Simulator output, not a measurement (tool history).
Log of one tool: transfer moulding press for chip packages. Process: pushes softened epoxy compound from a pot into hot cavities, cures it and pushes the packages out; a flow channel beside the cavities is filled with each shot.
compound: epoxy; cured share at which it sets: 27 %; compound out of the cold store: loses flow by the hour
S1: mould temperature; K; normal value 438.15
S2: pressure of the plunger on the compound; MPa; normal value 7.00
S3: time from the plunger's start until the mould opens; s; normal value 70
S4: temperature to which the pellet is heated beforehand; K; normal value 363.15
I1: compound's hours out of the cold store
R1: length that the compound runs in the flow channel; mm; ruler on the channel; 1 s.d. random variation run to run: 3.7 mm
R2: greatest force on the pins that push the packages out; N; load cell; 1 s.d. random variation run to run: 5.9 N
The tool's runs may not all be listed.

run   hour      S1    S2   S3      S4    I1   R1    R2
  1    0.0  438.15  7.00   70  363.15  11.3  860   475
       5.4  -- cavities cleaned with cleaning compound and waxed
  2   19.2  438.15  7.00   70  363.15  28.1  749   367
  3   37.2  438.15  7.00   70  363.15  36.1  695   453
      49.1  -- cavities cleaned with cleaning compound and waxed
  4   56.5  438.15  7.00   70  363.15  45.1  642   308
  5   74.1  438.15  7.00   70  363.15  23.2  770   440
  6   86.5  438.15  7.00   70  363.15  40.0  670   466
      93.6  -- cavities cleaned with cleaning compound and waxed
  7  104.7  438.15  7.00   70  363.15  25.2  752   357
  8  123.9  438.15  7.00   70  363.15  18.6  792   467
     129.4  -- plunger's sealing rings changed
     140.5  -- cavities cleaned with cleaning compound and waxed
  9  146.9  438.15  7.00   70  363.15  27.8  789   314
 10  168.2  438.15  7.00   70  363.15  19.3  839   450
     184.1  -- cavities cleaned with cleaning compound and waxed
 11  188.9  438.15  7.00   70  363.15  43.9  679   289
 12  207.7  442.15  7.00   70  363.15  32.8  736   399
 13  221.0  438.15  7.00   62  363.15  25.9  784   525
     227.5  -- cavities cleaned with cleaning compound and waxed
 14  236.0  438.15  7.00   62  363.15  30.0  753   391
 15  250.6  438.15  7.00   62  363.15  44.8  664   489
 16  260.0  438.15  7.00   62  363.15  32.5  736   533
     271.4  -- cavities cleaned with cleaning compound and waxed
 17  280.4  445.15  8.57   75  353.15  16.9  906   289
 18  299.0  442.15  7.00   70  358.15  26.5  757   406
     314.8  -- cavities cleaned with cleaning compound and waxed
 19  321.3  442.15  7.00   70  358.15  45.9  650   277
 20  331.8  436.15  8.60  100  354.15  15.8  938   345
 21  349.5  436.15  8.60  100  354.15   8.3  990   410
     358.7  -- cavities cleaned with cleaning compound and waxed
 22  366.3  443.15  8.64  100  354.15  18.7  888   298
 23  378.7  443.15  8.64  100  354.15  15.1  913   355
 24  394.3  443.15  8.64  100  354.15  23.1  845   405
     402.1  -- cavities cleaned with cleaning compound and waxed
 25  416.1  438.15  7.00   70  370.15  17.8  809   401
 26  435.1  438.15  7.00   51  359.15  30.8  725   860
     445.7  -- cavities cleaned with cleaning compound and waxed
 27  453.4  432.15  7.00   51  359.15  21.4  796   966
 28  474.9  432.15  7.00   51  359.15  22.5  789  1262

Predict each of these 3 candidate next runs independently; none follows another, all start after run 28:
  A  485.1  438.15  7.74  75  360.15  40.3   ?   ?
  B  485.1  432.15  7.00  61  359.15  40.3   ?   ?
  C  485.1  438.15  7.45  53  363.15  25.3   ?   ?

run   R1   R2
  A  698  461
  B  675  843
  C  765  770
Without the tool's hidden state the same runs would have given:
run   R1   R2
  A  747  209
  B  722  358
  C  819  328
